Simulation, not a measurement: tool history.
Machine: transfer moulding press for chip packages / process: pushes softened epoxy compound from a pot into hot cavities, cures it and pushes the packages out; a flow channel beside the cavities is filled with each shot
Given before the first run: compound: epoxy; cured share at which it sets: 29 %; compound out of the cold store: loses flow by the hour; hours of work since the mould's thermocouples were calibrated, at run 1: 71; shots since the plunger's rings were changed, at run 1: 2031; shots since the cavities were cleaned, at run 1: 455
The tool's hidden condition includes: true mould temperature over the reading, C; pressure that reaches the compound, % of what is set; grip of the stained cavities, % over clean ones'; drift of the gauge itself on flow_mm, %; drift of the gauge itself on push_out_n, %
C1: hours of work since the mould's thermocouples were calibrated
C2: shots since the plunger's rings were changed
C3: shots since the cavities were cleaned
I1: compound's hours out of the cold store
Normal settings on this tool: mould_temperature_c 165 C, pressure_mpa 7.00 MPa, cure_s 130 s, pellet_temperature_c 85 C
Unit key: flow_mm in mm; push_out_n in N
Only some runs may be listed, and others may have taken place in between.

Run 1, hour 0.0: usual settings; C1 71; C2 2031; C3 455; I1 27.3. Result: flow_mm 674 mm, push_out_n 671 N.
Run 2, hour 11.4: usual settings; C1 77; C2 2125; C3 549; I1 20.4. Result: flow_mm 690 mm, push_out_n 717 N.
Run 3, hour 18.4: usual settings but cure_s 132 s; C1 80; C2 2183; C3 607; I1 24.8. Result: flow_mm 680 mm, push_out_n 717 N.
Run 4, hour 27.0: usual settings but pellet_temperature_c 93 C; C1 85; C2 2253; C3 677; I1 21.1. Result: flow_mm 688 mm, push_out_n 737 N.
Run 5, hour 35.8: usual settings; C1 89; C2 2326; C3 750; I1 47.1. Result: flow_mm 618 mm, push_out_n 753 N.
Run 6, hour 43.3: usual settings but mould_temperature_c 168 C; C1 93; C2 2387; C3 811; I1 22.2. Result: flow_mm 676 mm, push_out_n 727 N.
Run 7, hour 51.9: usual settings but pressure_mpa 6.65 MPa; C1 98; C2 2458; C3 882; I1 20.2. Result: flow_mm 671 mm, push_out_n 793 N.
At hour 61.5: cavities cleaned with cleaning compound and waxed.
Run 8, hour 66.4: usual settings but pressure_mpa 5.27 MPa, cure_s 125 s, pellet_temperature_c 86 C; C1 104; C2 2565; C3 40; I1 21.5. Result: flow_mm 594 mm, push_out_n 472 N.
Run 9, hour 77.6: usual settings but pressure_mpa 6.87 MPa, cure_s 114 s, pellet_temperature_c 88 C; C1 110; C2 2656; C3 131; I1 26.1. Result: flow_mm 664 mm, push_out_n 561 N.
Run 10, hour 83.2: usual settings but pressure_mpa 6.87 MPa, cure_s 114 s, pellet_temperature_c 89 C; C1 113; C2 2703; C3 178; I1 11.5. Result: flow_mm 706 mm, push_out_n 610 N.
Run 11, hour 92.1: usual settings but pressure_mpa 6.87 MPa, cure_s 114 s, pellet_temperature_c 89 C; C1 118; C2 2776; C3 251; I1 37.8. Result: flow_mm 632 mm, push_out_n 620 N.
Run 12, hour 104.2: usual settings but pressure_mpa 5.65 MPa, cure_s 139 s, pellet_temperature_c 91 C; C1 124; C2 2876; C3 351; I1 41.9. Result: flow_mm 566 mm, push_out_n 622 N.
Run 13, hour 113.6: usual settings but pressure_mpa 8.09 MPa, cure_s 162 s, pellet_temperature_c 82 C; C1 129; C2 2952; C3 427; I1 24.2. Result: flow_mm 727 mm, push_out_n 603 N.

Branching from run 13: 3 alternative next runs. What would each branch give?
Run A, hour 120.4: usual settings but pressure_mpa 5.32 MPa, cure_s 135 s, pellet_temperature_c 92 C; C1 133; C2 3008; C3 483; I1 24.7. Result: flow_mm ?, push_out_n ?.
Run B, hour 120.4: usual settings but mould_temperature_c 169 C, pressure_mpa 8.09 MPa, cure_s 162 s, pellet_temperature_c 82 C; C1 133; C2 3008; C3 483; I1 26.8. Result: flow_mm ?, push_out_n ?.
Run C, hour 120.4: usual settings but mould_temperature_c 164 C, pressure_mpa 6.18 MPa, cure_s 146 s, pellet_temperature_c 82 C; C1 133; C2 3008; C3 483; I1 33.6. Result: flow_mm ?, push_out_n ?.

run  flow_mm  push_out_n
  A      586         662
  B      706         624
  C      615         658
With no hidden state in the tool, these same runs would have given:
run  flow_mm  push_out_n
  A      606         422
  B      731         397
  C      637         420
